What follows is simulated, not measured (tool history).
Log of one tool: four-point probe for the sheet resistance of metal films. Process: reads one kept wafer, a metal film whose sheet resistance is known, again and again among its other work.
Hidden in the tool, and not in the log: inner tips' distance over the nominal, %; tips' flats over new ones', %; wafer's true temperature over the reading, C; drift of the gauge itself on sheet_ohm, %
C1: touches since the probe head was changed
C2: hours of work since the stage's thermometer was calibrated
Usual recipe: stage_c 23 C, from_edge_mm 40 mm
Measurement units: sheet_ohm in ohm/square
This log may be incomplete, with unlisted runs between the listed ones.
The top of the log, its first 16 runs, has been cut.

Run 17, hour 603.5: usual settings but stage_c 21 C, from_edge_mm 15 mm; C1 91839; C2 992. Result: sheet_ohm 22.184899 ohm/square.
Run 18, hour 629.8: usual settings but stage_c 28 C, from_edge_mm 3 mm; C1 93008; C2 1012. Result: sheet_ohm 22.400724 ohm/square.
Run 19, hour 678.2: usual settings but from_edge_mm 6 mm; C1 95155; C2 1048. Result: sheet_ohm 22.226256 ohm/square.
Run 20, hour 704.8: usual settings but stage_c 26 C, from_edge_mm 8 mm; C1 96333; C2 1067. Result: sheet_ohm 22.146488 ohm/square.
Run 21, hour 744.2: usual settings but stage_c 22 C, from_edge_mm 9 mm; C1 98081; C2 1096. Result: sheet_ohm 22.190036 ohm/square.
Run 22, hour 790.9: usual settings but from_edge_mm 5 mm; C1 100151; C2 1131. Result: sheet_ohm 22.255938 ohm/square.
Run 23, hour 841.1: usual settings but from_edge_mm 5 mm; C1 102379; C2 1168. Result: sheet_ohm 22.257248 ohm/square.
Run 24, hour 865.9: usual settings but stage_c 34 C, from_edge_mm 7 mm; C1 103479; C2 1186. Result: sheet_ohm 22.044857 ohm/square.
Run 25, hour 892.2: usual settings but stage_c 34 C, from_edge_mm 7 mm; C1 104645; C2 1206. Result: sheet_ohm 22.040926 ohm/square.
Run 26, hour 943.5: usual settings but stage_c 25 C, from_edge_mm 22 mm; C1 106921; C2 1244. Result: sheet_ohm 22.103512 ohm/square.
Run 27, hour 966.4: usual settings but stage_c 28 C, from_edge_mm 11 mm; C1 107935; C2 1261. Result: sheet_ohm 22.084822 ohm/square.
Run 28, hour 1016.9: usual settings but stage_c 32 C, from_edge_mm 3 mm; C1 110175; C2 1298. Result: sheet_ohm 22.326484 ohm/square.
Run 29, hour 1043.1: usual settings but stage_c 25 C, from_edge_mm 5 mm; C1 111337; C2 1317. Result: sheet_ohm 22.22297 ohm/square.
Run 30, hour 1075.8: usual settings but from_edge_mm 49 mm; C1 112787; C2 1342. Result: sheet_ohm 22.131406 ohm/square.
Run 31, hour 1111.9: usual settings but from_edge_mm 49 mm; C1 114385; C2 1368. Result: sheet_ohm 22.135283 ohm/square.

Forecast each of these 4 alternatives for the next run:
Run A, hour 1134.5: usual settings but from_edge_mm 18 mm; C1 115390; C2 1385. Result: sheet_ohm ?.
Run B, hour 1134.5: usual settings but from_edge_mm 54 mm; C1 115390; C2 1385. Result: sheet_ohm ?.
Run C, hour 1134.5: usual settings but from_edge_mm 8 mm; C1 115390; C2 1385. Result: sheet_ohm ?.
Run D, hour 1134.5: usual settings but stage_c 24 C, from_edge_mm 37 mm; C1 115390; C2 1385. Result: sheet_ohm ?.

run  sheet_ohm
  A   22.12993
  B  22.122031
  C  22.173838
  D  22.106535
Had the tool no hidden state, the same runs would have come out as:
run  sheet_ohm
  A  22.191542
  B  22.183622
  C  22.235569
  D  22.167974
